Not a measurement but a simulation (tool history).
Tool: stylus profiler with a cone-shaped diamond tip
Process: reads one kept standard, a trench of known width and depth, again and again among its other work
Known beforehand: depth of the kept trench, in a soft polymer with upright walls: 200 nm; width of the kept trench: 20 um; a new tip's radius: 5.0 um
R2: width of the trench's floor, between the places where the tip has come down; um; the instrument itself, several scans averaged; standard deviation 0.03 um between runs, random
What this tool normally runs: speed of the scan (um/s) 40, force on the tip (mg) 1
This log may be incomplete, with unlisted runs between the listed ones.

run 1 hour=0 | speed_of_the_scan_(um/s)=40 force_on_the_tip_(mg)=1 | depth_of_the_trench_(Å)=2018.8 R2=16.86
run 2 hour=12.4 | speed_of_the_scan_(um/s)=40 force_on_the_tip_(mg)=1 | depth_of_the_trench_(Å)=2019 R2=16.89
run 3 hour=21.2 | speed_of_the_scan_(um/s)=40 force_on_the_tip_(mg)=1.8 | depth_of_the_trench_(Å)=2027.6 R2=17.02
run 4 hour=27.6 | speed_of_the_scan_(um/s)=40 force_on_the_tip_(mg)=0.64 | depth_of_the_trench_(Å)=2013.2 R2=16.8
run 5 hour=39.5 | speed_of_the_scan_(um/s)=40 force_on_the_tip_(mg)=0.97 | depth_of_the_trench_(Å)=2018.3 R2=16.83
run 6 hour=49 | speed_of_the_scan_(um/s)=40 force_on_the_tip_(mg)=1.34 | depth_of_the_trench_(Å)=2023.4 R2=16.88
run 7 hour=64.1 | speed_of_the_scan_(um/s)=40 force_on_the_tip_(mg)=1.34 | depth_of_the_trench_(Å)=2020.6 R2=16.87
run 8 hour=76.9 | speed_of_the_scan_(um/s)=12 force_on_the_tip_(mg)=1.34 | depth_of_the_trench_(Å)=2023.9 R2=17.17
run 9 hour=87.2 | speed_of_the_scan_(um/s)=12 force_on_the_tip_(mg)=1.34 | depth_of_the_trench_(Å)=2023.3 R2=17.1
run 10 hour=95 | speed_of_the_scan_(um/s)=40 force_on_the_tip_(mg)=1 | depth_of_the_trench_(Å)=2018.5 R2=16.82
run 11 hour=102.3 | speed_of_the_scan_(um/s)=40 force_on_the_tip_(mg)=1 | depth_of_the_trench_(Å)=2018.7 R2=16.83
run 12 hour=114.6 | speed_of_the_scan_(um/s)=40 force_on_the_tip_(mg)=1 | depth_of_the_trench_(Å)=2019 R2=16.87
run 13 hour=128.8 | speed_of_the_scan_(um/s)=21 force_on_the_tip_(mg)=0.91 | depth_of_the_trench_(Å)=2017.3 R2=16.94
run 14 hour=138.6 | speed_of_the_scan_(um/s)=12 force_on_the_tip_(mg)=2.76 | depth_of_the_trench_(Å)=2036.2 R2=17.12
run 15 hour=145.1 | speed_of_the_scan_(um/s)=16 force_on_the_tip_(mg)=1.23 | depth_of_the_trench_(Å)=2021.1 R2=17.04
run 16 hour=160 | speed_of_the_scan_(um/s)=117 force_on_the_tip_(mg)=1.71 | depth_of_the_trench_(Å)=2026.6 R2=16.39
run 17 hour=168.6 | speed_of_the_scan_(um/s)=117 force_on_the_tip_(mg)=1.71 | depth_of_the_trench_(Å)=2025.4 R2=16.42
run 18 hour=175.8 | speed_of_the_scan_(um/s)=46 force_on_the_tip_(mg)=1.71 | depth_of_the_trench_(Å)=2027.6 R2=16.8
run 19 hour=190 | speed_of_the_scan_(um/s)=46 force_on_the_tip_(mg)=1.71 | depth_of_the_trench_(Å)=2026.3 R2=16.88
run 20 hour=204.4 | speed_of_the_scan_(um/s)=46 force_on_the_tip_(mg)=1.71 | depth_of_the_trench_(Å)=2025.5 R2=16.84
run 21 hour=219 | speed_of_the_scan_(um/s)=46 force_on_the_tip_(mg)=1.71 | depth_of_the_trench_(Å)=2028.5 R2=16.84
run 22 hour=226.7 | speed_of_the_scan_(um/s)=40 force_on_the_tip_(mg)=2.06 | depth_of_the_trench_(Å)=2030.3 R2=16.82
run 23 hour=236.4 | speed_of_the_scan_(um/s)=24 force_on_the_tip_(mg)=1.63 | depth_of_the_trench_(Å)=2026.5 R2=16.95
run 24 hour=243.9 | speed_of_the_scan_(um/s)=34 force_on_the_tip_(mg)=0.56 | depth_of_the_trench_(Å)=2013.8 R2=16.75

What if the next run were any one of these 4? Each begins from the tool's condition after run 24:
run A hour=252.4 | speed_of_the_scan_(um/s)=65 force_on_the_tip_(mg)=2.9 | depth_of_the_trench_(Å)=? R2=?
run B hour=252.4 | speed_of_the_scan_(um/s)=40 force_on_the_tip_(mg)=0.93 | depth_of_the_trench_(Å)=? R2=?
run C hour=252.4 | speed_of_the_scan_(um/s)=19 force_on_the_tip_(mg)=0.39 | depth_of_the_trench_(Å)=? R2=?
run D hour=252.4 | speed_of_the_scan_(um/s)=21 force_on_the_tip_(mg)=0.35 | depth_of_the_trench_(Å)=? R2=?

run=A depth_of_the_trench_(Å)=2037.6 R2=16.8
run=B depth_of_the_trench_(Å)=2019.2 R2=16.74
run=C depth_of_the_trench_(Å)=2011.6 R2=16.85
run=D depth_of_the_trench_(Å)=2011.8 R2=16.86
Take away the tool's hidden state, keep each run's random variation, and the runs would have read:
run=A depth_of_the_trench_(Å)=2035.5 R2=16.91
run=B depth_of_the_trench_(Å)=2017.1 R2=16.84
run=C depth_of_the_trench_(Å)=2009.5 R2=16.95
run=D depth_of_the_trench_(Å)=2009.8 R2=16.96
